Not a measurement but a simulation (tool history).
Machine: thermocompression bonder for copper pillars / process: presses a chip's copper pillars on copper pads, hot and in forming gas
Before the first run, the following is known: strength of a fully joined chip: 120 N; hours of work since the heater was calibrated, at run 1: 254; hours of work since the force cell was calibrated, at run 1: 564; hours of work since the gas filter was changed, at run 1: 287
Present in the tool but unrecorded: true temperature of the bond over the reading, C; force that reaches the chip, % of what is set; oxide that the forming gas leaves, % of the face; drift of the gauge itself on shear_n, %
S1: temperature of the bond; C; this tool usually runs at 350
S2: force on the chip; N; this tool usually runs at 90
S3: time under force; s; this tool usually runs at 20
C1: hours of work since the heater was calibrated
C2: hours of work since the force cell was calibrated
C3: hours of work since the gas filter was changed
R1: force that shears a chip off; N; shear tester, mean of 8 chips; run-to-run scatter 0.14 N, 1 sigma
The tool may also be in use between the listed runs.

run     day   S1  S2  S3   C1   C2   C3    R1
  1   0.000  350  90  20  254  564  287  44.1
  2   1.571  350  90  20  271  582  305  44.2
  3   2.625  350  90  20  283  594  317  44.5
  4   3.446  350  90  37  292  603  326  55.7
  5   4.592  350  90  37  305  615  338  55.8
  6   5.475  344  90  20  314  625  348  42.3
  7   6.858  350  90  17  330  641  364  41.6
  8   8.125  350  90  58  344  655  378  65.3
  9   9.471  350  90  58  359  670  393  65.2
 10  10.908  350  90  58  375  686  409  65.3
 11  11.858  374  86  40  385  696  419  65.6
 12  13.083  374  86  40  399  710  433  65.7
 13  14.629  374  86  40  416  727  450  65.9
 14  16.096  373  88  11  432  743  466  41.2

What if the next run were any one of these 4? Each begins from the tool's condition after run 14:
  A  17.154  373  88  22  444  755  478   ?
  B  17.154  351  88  11  444  755  478   ?
  C  17.154  337  90  24  444  755  478   ?
  D  17.154  350  61  11  444  755  478   ?

run    R1
  A  53.9
  B  34.4
  C  43.0
  D  27.1
With no hidden state in the tool, these same runs would have given:
run    R1
  A  53.9
  B  34.4
  C  43.0
  D  27.1
